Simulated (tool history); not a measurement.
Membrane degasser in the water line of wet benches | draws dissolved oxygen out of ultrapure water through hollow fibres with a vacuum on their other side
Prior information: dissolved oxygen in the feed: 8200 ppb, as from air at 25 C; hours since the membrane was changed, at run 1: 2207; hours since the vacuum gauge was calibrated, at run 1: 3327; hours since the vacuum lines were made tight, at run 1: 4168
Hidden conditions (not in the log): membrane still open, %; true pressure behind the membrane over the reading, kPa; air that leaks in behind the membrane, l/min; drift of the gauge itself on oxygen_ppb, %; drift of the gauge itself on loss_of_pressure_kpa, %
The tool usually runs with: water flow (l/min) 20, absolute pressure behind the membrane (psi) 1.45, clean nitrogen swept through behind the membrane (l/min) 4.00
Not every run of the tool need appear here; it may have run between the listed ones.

| run | hour | water flow (l/min) | absolute pressure behind the membrane (psi) | clean nitrogen swept through behind the membrane (l/min) | hours since the membrane was changed | hours since the vacuum gauge was calibrated | hours since the vacuum lines were made tight | dissolved oxygen in the water behind the degasser (ppb) | pressure that the water loses in the fibres (psi) |
|---|---|---|---|---|---|---|---|---|---|
| 1 | 0.0 | 20 | 1.45 | 4.00 | 2207 | 3327 | 4168 | 372.5 | 7.974 |
| 2 | 125.4 | 26 | 1.45 | 4.00 | 2333 | 3453 | 4293 | 637.5 | 10.401 |
| 3 | 329.0 | 26 | 1.45 | 4.00 | 2536 | 3656 | 4497 | 651.4 | 10.375 |
| 4 | 440.4 | 26 | 1.45 | 4.00 | 2648 | 3768 | 4608 | 647.5 | 10.363 |
| 5 | 609.7 | 20 | 1.45 | 4.00 | 2817 | 3937 | 4777 | 371.2 | 8.010 |
| 6 | 702.9 | 20 | 1.45 | 4.00 | 2910 | 4030 | 4871 | 378.6 | 8.080 |
| 7 | 789.2 | 20 | 1.45 | 4.00 | 2996 | 4117 | 4957 | 375.8 | 8.010 |
| 8 | 991.5 | 20 | 1.45 | 4.30 | 3199 | 4319 | 5159 | 370.5 | 7.965 |
| 9 | 1093.0 | 20 | 1.45 | 4.30 | 3300 | 4420 | 5261 | 365.8 | 8.051 |
| 10 | 1265.2 | 20 | 1.45 | 4.00 | 3472 | 4593 | 5433 | 375.4 | 7.993 |
| 11 | 1419.8 | 23 | 1.45 | 5.23 | 3627 | 4747 | 5587 | 491.5 | 9.297 |
| 12 | 1513.6 | 17 | 0.93 | 1.68 | 3721 | 4841 | 5681 | 259.5 | 6.778 |
| 13 | 1620.3 | 17 | 1.89 | 1.68 | 3828 | 4948 | 5788 | 412.0 | 6.830 |
| 14 | 1757.5 | 27 | 0.97 | 9.50 | 3965 | 5085 | 5925 | 620.6 | 10.905 |
| 15 | 1938.4 | 15 | 1.26 | 4.00 | 4146 | 5266 | 6106 | 173.8 | 6.003 |
| 16 | 2082.1 | 15 | 3.15 | 4.00 | 4289 | 5410 | 6250 | 289.0 | 6.036 |
|  | 2208.1 | seals of the vacuum lines changed |
| 17 | 2209.8 | 15 | 3.15 | 4.00 | 4415 | 5535 | 2 | 284.5 | 6.071 |
| 18 | 2326.8 | 15 | 3.15 | 4.00 | 4532 | 5652 | 119 | 286.8 | 6.007 |
| 19 | 2472.1 | 17 | 1.62 | 5.60 | 4677 | 5798 | 264 | 245.3 | 6.857 |

Predict each of these 5 candidate next runs independently; none follows another, all start after run 19:
| A | 2579.4 | 24 | 1.62 | 5.60 | 4785 | 5905 | 371 | ? | ? |
| B | 2579.4 | 24 | 2.92 | 7.43 | 4785 | 5905 | 371 | ? | ? |
| C | 2579.4 | 20 | 2.02 | 4.00 | 4785 | 5905 | 371 | ? | ? |
| D | 2579.4 | 15 | 1.45 | 6.94 | 4785 | 5905 | 371 | ? | ? |
| E | 2579.4 | 27 | 1.36 | 3.61 | 4785 | 5905 | 371 | ? | ? |

| run | dissolved oxygen in the water behind the degasser (ppb) | pressure that the water loses in the fibres (psi) |
|---|---|---|
| A | 539.8 | 9.735 |
| B | 580.8 | 9.710 |
| C | 415.8 | 8.086 |
| D | 164.5 | 6.035 |
| E | 694.6 | 10.937 |
Take away the tool's hidden state, keep each run's random variation, and the runs would have read:
| run | dissolved oxygen in the water behind the degasser (ppb) | pressure that the water loses in the fibres (psi) |
|---|---|---|
| A | 539.5 | 9.596 |
| B | 580.5 | 9.571 |
| C | 415.6 | 7.970 |
| D | 164.4 | 5.949 |
| E | 694.2 | 10.782 |
